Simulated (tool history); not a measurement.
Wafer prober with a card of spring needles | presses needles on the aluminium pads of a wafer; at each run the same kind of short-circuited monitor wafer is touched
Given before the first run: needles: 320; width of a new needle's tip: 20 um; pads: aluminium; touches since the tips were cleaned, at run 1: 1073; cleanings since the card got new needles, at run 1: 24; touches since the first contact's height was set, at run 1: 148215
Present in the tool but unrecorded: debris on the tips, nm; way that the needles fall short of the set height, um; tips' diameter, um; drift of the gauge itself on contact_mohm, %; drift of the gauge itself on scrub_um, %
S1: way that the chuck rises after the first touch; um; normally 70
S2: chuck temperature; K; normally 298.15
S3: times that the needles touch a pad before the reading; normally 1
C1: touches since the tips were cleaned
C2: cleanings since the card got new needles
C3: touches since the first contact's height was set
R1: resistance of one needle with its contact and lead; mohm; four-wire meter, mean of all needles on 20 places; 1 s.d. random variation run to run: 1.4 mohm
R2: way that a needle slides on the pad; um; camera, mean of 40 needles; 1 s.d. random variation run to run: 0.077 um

run   hour  S1      S2  S3    C1  C2      C3   R1     R2
  1      0  70  298.15   1  1073  24  148215  204   17.5
  2   13.4  70  298.15   1  5010  24  152152  316  17.54
      16.7  -- tips cleaned on abrasive film
  3   26.2  70  298.15   1  2786  25  155904  266  17.48
      36.9  -- tips cleaned on abrasive film
  4   45.3  70  336.15   1  2470  26  161504  260  17.41
  5     55  70  336.15   1  5348  26  164382  321  17.41
      56.7  -- tips cleaned on abrasive film
      76.5  -- tips cleaned on abrasive film
  6   76.5  70  336.15   1     0  28  170656  138  17.47
  7   88.4  70  336.15   1  3496  28  174152  288  17.45
      96.4  -- tips cleaned on abrasive film
  8  103.7  70  336.15   1  2143  29  178640  255  17.39
  9  112.8  70  336.15   1  4826  29  181323  316  17.33
     116.1  -- tips cleaned on abrasive film
 10  124.2  70  336.15   1  2383  30  184647  263  17.36
 11  134.6  70  336.15   2  5475  30  187739  241  17.28
     135.7  -- tips cleaned on abrasive film
 12  144.6  54  353.15   3  2628  31  190636  223  13.21
     156.2  -- tips cleaned on abrasive film
 13  166.9  54  353.15   3  3137  32  197187  227  13.18
     175.9  -- tips cleaned on abrasive film
 14  188.5  54  353.15   3  3701  33  203516  230  13.15
     195.7  -- tips cleaned on abrasive film
     204.1  -- height of the first contact set anew
 15  210.9  54  353.15   3  4413  34    2028  231  13.89
     215.9  -- tips cleaned on abrasive film
 16  233.1  54  353.15   3  5054  35    8522  235  13.85
       235  -- tips cleaned on abrasive film
 17  246.6  54  353.15   3  3409  36   12487  219  13.77
     254.1  -- tips cleaned on abrasive film
 18  261.6  84  298.15   1  2206  37   16875  213   21.6
     273.3  -- tips cleaned on abrasive film
 19  282.8  87  342.15   1  2795  38   23101  219  22.13
     293.2  -- tips cleaned on abrasive film
 20  293.6  50  344.15   1   103  39   26250  182  12.71
 21  302.7  51  374.15   1  2802  39   28949  381  12.96

Here are 4 independent what-if runs from the current tool condition. What would each one return?
     312.8  -- tips cleaned on abrasive film
  A  315.4  51  374.15   1  758  40  32642   ?   ?
     312.8  -- tips cleaned on abrasive film
  B  315.4  67  386.15   2  758  40  32642   ?   ?
     312.8  -- tips cleaned on abrasive film
  C  315.4  70  298.15   3  758  40  32642   ?   ?
     312.8  -- tips cleaned on abrasive film
  D  315.4  83  374.15   1  758  40  32642   ?   ?

run   R1     R2
  A  239  12.98
  B  169  17.03
  C  141  17.97
  D  166  21.17
Without the tool's unlogged condition, the same runs would have read:
run   R1     R2
  A  135  13.13
  B  132  17.17
  C  117  18.11
  D  124  21.31

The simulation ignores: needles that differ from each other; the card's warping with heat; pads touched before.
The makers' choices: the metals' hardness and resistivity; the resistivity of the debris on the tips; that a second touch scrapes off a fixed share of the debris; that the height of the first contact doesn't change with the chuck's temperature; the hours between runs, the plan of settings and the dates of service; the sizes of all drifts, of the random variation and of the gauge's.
